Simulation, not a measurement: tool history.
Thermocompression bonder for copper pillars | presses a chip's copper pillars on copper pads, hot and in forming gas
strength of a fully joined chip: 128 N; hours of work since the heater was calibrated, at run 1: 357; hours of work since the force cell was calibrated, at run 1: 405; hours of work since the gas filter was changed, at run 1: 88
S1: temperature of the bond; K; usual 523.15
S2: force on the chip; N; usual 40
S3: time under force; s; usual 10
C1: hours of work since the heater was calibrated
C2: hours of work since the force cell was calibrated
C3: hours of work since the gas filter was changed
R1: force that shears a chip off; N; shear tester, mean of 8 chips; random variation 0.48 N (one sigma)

{"run": 1, "day": 0.0, "S1": 523.15, "S2": 40, "S3": 10, "C1": 357, "C2": 405, "C3": 88, "R1": 90.0}
{"run": 2, "day": 1.371, "S1": 523.15, "S2": 40, "S3": 10, "C1": 376, "C2": 425, "C3": 108, "R1": 89.9}
{"run": 3, "day": 2.438, "S1": 523.15, "S2": 40, "S3": 10, "C1": 392, "C2": 440, "C3": 123, "R1": 89.8}
{"run": 4, "day": 3.558, "S1": 523.15, "S2": 40, "S3": 10, "C1": 408, "C2": 456, "C3": 140, "R1": 89.6}
{"run": 5, "day": 5.488, "S1": 523.15, "S2": 40, "S3": 10, "C1": 436, "C2": 484, "C3": 167, "R1": 88.4}
{"run": 6, "day": 6.446, "S1": 523.15, "S2": 40, "S3": 10, "C1": 450, "C2": 498, "C3": 181, "R1": 88.3}
{"run": 7, "day": 7.862, "S1": 523.15, "S2": 40, "S3": 10, "C1": 470, "C2": 518, "C3": 202, "R1": 88.7}
{"run": 8, "day": 9.438, "S1": 523.15, "S2": 40, "S3": 10, "C1": 493, "C2": 541, "C3": 224, "R1": 87.7}
{"run": 9, "day": 10.646, "S1": 528.15, "S2": 40, "S3": 10, "C1": 510, "C2": 558, "C3": 242, "R1": 90.6}
{"run": 10, "day": 12.054, "S1": 528.15, "S2": 40, "S3": 10, "C1": 530, "C2": 579, "C3": 262, "R1": 90.0}
{"run": 11, "day": 13.633, "S1": 541.15, "S2": 40, "S3": 10, "C1": 553, "C2": 601, "C3": 285, "R1": 98.1}
{"run": 12, "day": 15.025, "S1": 523.15, "S2": 42, "S3": 10, "C1": 573, "C2": 622, "C3": 305, "R1": 89.4}
{"run": 13, "day": 17.058, "S1": 523.15, "S2": 42, "S3": 10, "C1": 603, "C2": 651, "C3": 334, "R1": 88.0}
{"run": 14, "day": 18.825, "S1": 523.15, "S2": 42, "S3": 10, "C1": 628, "C2": 676, "C3": 360, "R1": 86.9}

The next listed run, before its measurement:
{"run": 15, "day": 20.883, "S1": 523.15, "S2": 42, "S3": 10, "C1": 658, "C2": 706, "C3": 389, "R1": "?"}

Run 15 gave R1 86.8 N.
Without the tool's hidden state the same run would have given R1 95.8 N.
